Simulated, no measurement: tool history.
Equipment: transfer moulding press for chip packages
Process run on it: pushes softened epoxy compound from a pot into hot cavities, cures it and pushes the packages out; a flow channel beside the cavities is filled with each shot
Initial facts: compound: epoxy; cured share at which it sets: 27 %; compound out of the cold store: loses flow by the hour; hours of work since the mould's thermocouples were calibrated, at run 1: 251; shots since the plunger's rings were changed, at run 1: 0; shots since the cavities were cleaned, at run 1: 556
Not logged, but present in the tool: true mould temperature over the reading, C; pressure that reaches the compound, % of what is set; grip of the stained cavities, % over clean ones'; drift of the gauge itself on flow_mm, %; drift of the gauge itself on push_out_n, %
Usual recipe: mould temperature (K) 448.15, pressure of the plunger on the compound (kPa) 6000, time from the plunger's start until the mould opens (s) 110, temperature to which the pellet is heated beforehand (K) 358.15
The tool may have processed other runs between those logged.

run     day  mould temperature (K)  pressure of the plunger on the compound (kPa)  time from the plunger's start until the mould opens (s)  temperature to which the pellet is heated beforehand (K)  hours of work since the mould's thermocouples were calibrated  shots since the plunger's rings were changed  shots since the cavities were cleaned  incoming compound's hours out of the cold store  length that the compound runs in the flow channel (mm)  greatest force on the pins that push the packages out (N)
  1       0                 448.15                                           6000                                                      110                                                    358.15                                                            251                                             0                                    556                                             23.7                                                     947                                                        624
      0.221  -- cavities cleaned with cleaning compound and waxed
  2     0.4                 448.15                                           6000                                                      110                                                    358.15                                                            256                                            99                                     52                                             24.8                                                     938                                                        392
  3   0.712                 448.15                                           6000                                                      110                                                    358.15                                                            261                                           191                                    144                                             10.3                                                     968                                                        471
  4   1.246                 448.15                                           6000                                                      110                                                    354.15                                                            270                                           347                                    300                                             15.7                                                     950                                                        550
  5   1.729                 448.15                                           6000                                                      110                                                    358.15                                                            279                                           489                                    442                                             26.8                                                     924                                                        571
      2.325  -- cavities cleaned with cleaning compound and waxed
  6   2.362                 448.15                                           6000                                                      110                                                    358.15                                                            288                                           656                                     11                                              8.2                                                     988                                                        381
  7   2.879                 448.15                                           6000                                                      110                                                    358.15                                                            297                                           807                                    162                                             47.8                                                     870                                                        457
  8   3.275                 448.15                                           6000                                                      110                                                    358.15                                                            303                                           923                                    278                                             19.8                                                     937                                                        542
  9   3.642                 448.15                                           4600                                                      110                                                    358.15                                                            310                                          1030                                    385                                             19.7                                                     820                                                        553
 10   3.988                 448.15                                           4600                                                      110                                                    358.15                                                            315                                          1132                                    487                                             13.4                                                     841                                                        627
      4.429  -- cavities cleaned with cleaning compound and waxed
 11   4.454                 448.15                                           6000                                                      110                                                    358.15                                                            322                                          1250                                      7                                             47.8                                                     857                                                        351
 12   5.017                 448.15                                           6000                                                      110                                                    358.15                                                            332                                          1414                                    171                                             35.3                                                     886                                                        448
 13   5.279                 448.15                                           6000                                                      110                                                    358.15                                                            336                                          1492                                    249                                             41.6                                                     881                                                        506
 14   5.862                 448.15                                           6680                                                      110                                                    358.15                                                            346                                          1663                                    420                                             36.4                                                     931                                                        546
 15   6.125                 448.15                                           6680                                                      110                                                    358.15                                                            350                                          1740                                    497                                               19                                                     975                                                        593
      6.575  -- cavities cleaned with cleaning compound and waxed
 16   6.579                 448.15                                           6280                                                      110                                                    362.15                                                            357                                          1854                                      1                                             20.9                                                     948                                                        377
 17   7.033                 448.15                                           4770                                                      101                                                    358.15                                                            365                                          1987                                    134                                             15.7                                                     832                                                        540
 18   7.533                 448.15                                           6000                                                      110                                                    353.15                                                            373                                          2133                                    280                                             31.9                                                     882                                                        526
 19   7.888                 448.15                                           6280                                                      140                                                    362.15                                                            379                                          2237                                    384                                             45.9                                                     869                                                        458
 20   8.262                 448.15                                           6280                                                      140                                                    362.15                                                            385                                          2346                                    493                                             47.9                                                     846                                                        472
      8.708  -- cavities cleaned with cleaning compound and waxed
 21   8.825                 447.15                                           7380                                                       95                                                    354.15                                                            394                                          2493                                     34                                               15                                                    1027                                                        564
      9.138  -- plunger's sealing rings changed
 22   9.204                 447.15                                           7380                                                       95                                                    354.15                                                            398                                            20                                    115                                             12.2                                                    1077                                                        613
 23   9.617                 447.15                                           7380                                                       95                                                    355.15                                                            405                                           141                                    236                                             44.5                                                     989                                                        689
 24    9.95                 448.15                                           6000                                                      143                                                    357.15                                                            411                                           238                                    333                                             47.8                                                     872                                                        431
 25  10.379                 448.15                                           6000                                                      143                                                    357.15                                                            418                                           364                                    459                                             11.1                                                     977                                                        465
 26  10.654                 448.15                                           6000                                                      110                                                    362.15                                                            423                                           445                                    540                                             19.1                                                     947                                                        583
     10.925  -- cavities cleaned with cleaning compound and waxed
 27  11.162                 448.15                                           6000                                                       99                                                    362.15                                                            430                                           575                                     69                                             32.8                                                     918                                                        465
 28  11.438                 448.15                                           5180                                                      100                                                    360.15                                                            435                                           656                                    150                                             27.2                                                     862                                                        536
 29  11.808                 447.15                                           5180                                                      122                                                    360.15                                                            441                                           764                                    258                                             19.6                                                     868                                                        446

Some steps in length that the compound runs in the flow channel (mm), run to run, broken into two amounts with sign: the step expected even without the hidden condition (settings, incoming material, random variation), and the rest, left for the hidden condition together with whatever gauge scatter is not in both the measured and the hidden-condition-free result:
Run 6 -> 7: no setting changed, nothing entered. length that the compound runs in the flow channel (mm) -118: hidden state -1, all else -117.
Run 20 -> 21: mould temperature (K) 448.15 -> 447.15, pressure of the plunger on the compound (kPa) 6280 -> 7380, time from the plunger's start until the mould opens (s) 140 -> 95, temperature to which the pellet is heated beforehand (K) 362.15 -> 354.15, cavities cleaned with cleaning compound and waxed. length that the compound runs in the flow channel (mm) +181: hidden state -12, all else +193.
Run 21 -> 22: plunger's sealing rings changed. length that the compound runs in the flow channel (mm) +50: hidden state +50, all else +0.
